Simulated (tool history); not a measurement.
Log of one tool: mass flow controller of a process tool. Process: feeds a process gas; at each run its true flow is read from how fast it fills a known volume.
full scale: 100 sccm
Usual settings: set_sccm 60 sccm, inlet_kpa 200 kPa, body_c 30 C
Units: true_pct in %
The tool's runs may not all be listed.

Run 1, hour 0.0: usual settings. Result: true_pct 100.25 %.
Run 2, hour 133.5: usual settings. Result: true_pct 100.35 %.
Run 3, hour 265.4: usual settings but set_sccm 88 sccm. Result: true_pct 100.55 %.
Run 4, hour 398.0: usual settings but set_sccm 88 sccm, inlet_kpa 272 kPa. Result: true_pct 100.49 %.
Run 5, hour 515.8: usual settings but set_sccm 18 sccm. Result: true_pct 102.56 %.
Run 6, hour 644.9: usual settings but set_sccm 18 sccm. Result: true_pct 102.59 %.
Run 7, hour 780.6: usual settings but set_sccm 18 sccm. Result: true_pct 102.58 %.
Run 8, hour 889.9: usual settings but set_sccm 18 sccm. Result: true_pct 102.73 %.
Run 9, hour 1006.8: usual settings but set_sccm 18 sccm. Result: true_pct 102.82 %.
Run 10, hour 1072.7: usual settings but set_sccm 18 sccm. Result: true_pct 102.87 %.
Run 11, hour 1134.3: usual settings but set_sccm 12 sccm, inlet_kpa 176 kPa, body_c 26 C. Result: true_pct 104.97 %.
Run 12, hour 1270.3: usual settings but body_c 34 C. Result: true_pct 100.59 %.
Run 13, hour 1381.9: usual settings but set_sccm 63 sccm, inlet_kpa 261 kPa, body_c 38 C. Result: true_pct 100.93 %.
Run 14, hour 1484.1: usual settings but set_sccm 35 sccm, body_c 29 C. Result: true_pct 100.93 %.
Run 15, hour 1621.3: usual settings but set_sccm 24 sccm, inlet_kpa 168 kPa. Result: true_pct 102.11 %.
Run 16, hour 1713.8: usual settings but set_sccm 45 sccm, inlet_kpa 168 kPa. Result: true_pct 100.74 %.
Run 17, hour 1843.1: usual settings but set_sccm 45 sccm, inlet_kpa 168 kPa. Result: true_pct 100.82 %.

Forecast each of these 4 alternatives for the next run:
Run A, hour 1952.0: usual settings but set_sccm 33 sccm, inlet_kpa 168 kPa, body_c 35 C. Result: true_pct ?.
Run B, hour 1952.0: usual settings but set_sccm 45 sccm, inlet_kpa 206 kPa, body_c 22 C. Result: true_pct ?.
Run C, hour 1952.0: usual settings but set_sccm 12 sccm, inlet_kpa 208 kPa, body_c 36 C. Result: true_pct ?.
Run D, hour 1952.0: usual settings but inlet_kpa 196 kPa. Result: true_pct ?.

run  true_pct
  A    101.49
  B    100.62
  C    106.28
  D    100.68
Without the tool's hidden state the same runs would have given:
run  true_pct
  A     98.84
  B     98.77
  C     98.44
  D     99.37
